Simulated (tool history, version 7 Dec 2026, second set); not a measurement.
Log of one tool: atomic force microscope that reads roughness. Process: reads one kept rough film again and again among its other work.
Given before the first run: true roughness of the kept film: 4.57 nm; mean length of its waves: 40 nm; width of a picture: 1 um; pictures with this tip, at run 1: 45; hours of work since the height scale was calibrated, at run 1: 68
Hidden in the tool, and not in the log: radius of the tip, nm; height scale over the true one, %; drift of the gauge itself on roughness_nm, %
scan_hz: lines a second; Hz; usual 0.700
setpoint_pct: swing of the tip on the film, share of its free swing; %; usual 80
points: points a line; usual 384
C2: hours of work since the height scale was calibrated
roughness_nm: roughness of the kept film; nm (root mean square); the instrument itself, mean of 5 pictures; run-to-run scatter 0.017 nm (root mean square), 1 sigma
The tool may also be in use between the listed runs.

Run 1, hour 0.0: usual settings; pictures with this tip 45; C2 68. Result: roughness_nm 4.109 nm (root mean square).
Run 2, hour 16.1: usual settings; pictures with this tip 57; C2 75. Result: roughness_nm 4.055 nm (root mean square).
Run 3, hour 31.2: usual settings; pictures with this tip 67; C2 82. Result: roughness_nm 4.050 nm (root mean square).
Run 4, hour 39.9: usual settings; pictures with this tip 73; C2 86. Result: roughness_nm 4.029 nm (root mean square).
Run 5, hour 47.2: usual settings but setpoint_pct 73 %; pictures with this tip 78; C2 89. Result: roughness_nm 4.011 nm (root mean square).
Run 6, hour 61.5: usual settings but setpoint_pct 73 %; pictures with this tip 88; C2 95. Result: roughness_nm 4.047 nm (root mean square).
Run 7, hour 78.3: usual settings but setpoint_pct 66 %, points 320; pictures with this tip 100; C2 103. Result: roughness_nm 4.005 nm (root mean square).
Run 8, hour 86.9: usual settings but points 645; pictures with this tip 106; C2 107. Result: roughness_nm 3.978 nm (root mean square).
Run 9, hour 101.0: usual settings but points 645; pictures with this tip 115; C2 113. Result: roughness_nm 3.953 nm (root mean square).
Run 10, hour 115.2: usual settings but scan_hz 3.152 Hz, points 439; pictures with this tip 125; C2 120. Result: roughness_nm 3.684 nm (root mean square).
Run 11, hour 124.6: usual settings but scan_hz 3.152 Hz, points 439; pictures with this tip 132; C2 124. Result: roughness_nm 3.653 nm (root mean square).
Run 12, hour 132.0: usual settings but scan_hz 0.629 Hz, setpoint_pct 62 %; pictures with this tip 137; C2 127. Result: roughness_nm 3.921 nm (root mean square).

4 options for the next run, each taken on its own from the tool as it stands now. Forecast them:
Run A, hour 142.0: usual settings but scan_hz 0.714 Hz, setpoint_pct 62 %, points 280; pictures with this tip 144; C2 132. Result: roughness_nm ?.
Run B, hour 142.0: usual settings but scan_hz 2.889 Hz, setpoint_pct 73 %, points 445; pictures with this tip 144; C2 132. Result: roughness_nm ?.
Run C, hour 142.0: usual settings but scan_hz 2.707 Hz; pictures with this tip 144; C2 132. Result: roughness_nm ?.
Run D, hour 142.0: usual settings but scan_hz 0.832 Hz, setpoint_pct 72 %, points 769; pictures with this tip 144; C2 132. Result: roughness_nm ?.

run  roughness_nm
  A         3.902
  B         3.737
  C         3.707
  D         3.883
The same runs, with their run-to-run variation unchanged, on a tool lacking any hidden condition would have given:
run  roughness_nm
  A         4.261
  B         4.080
  C         4.047
  D         4.239
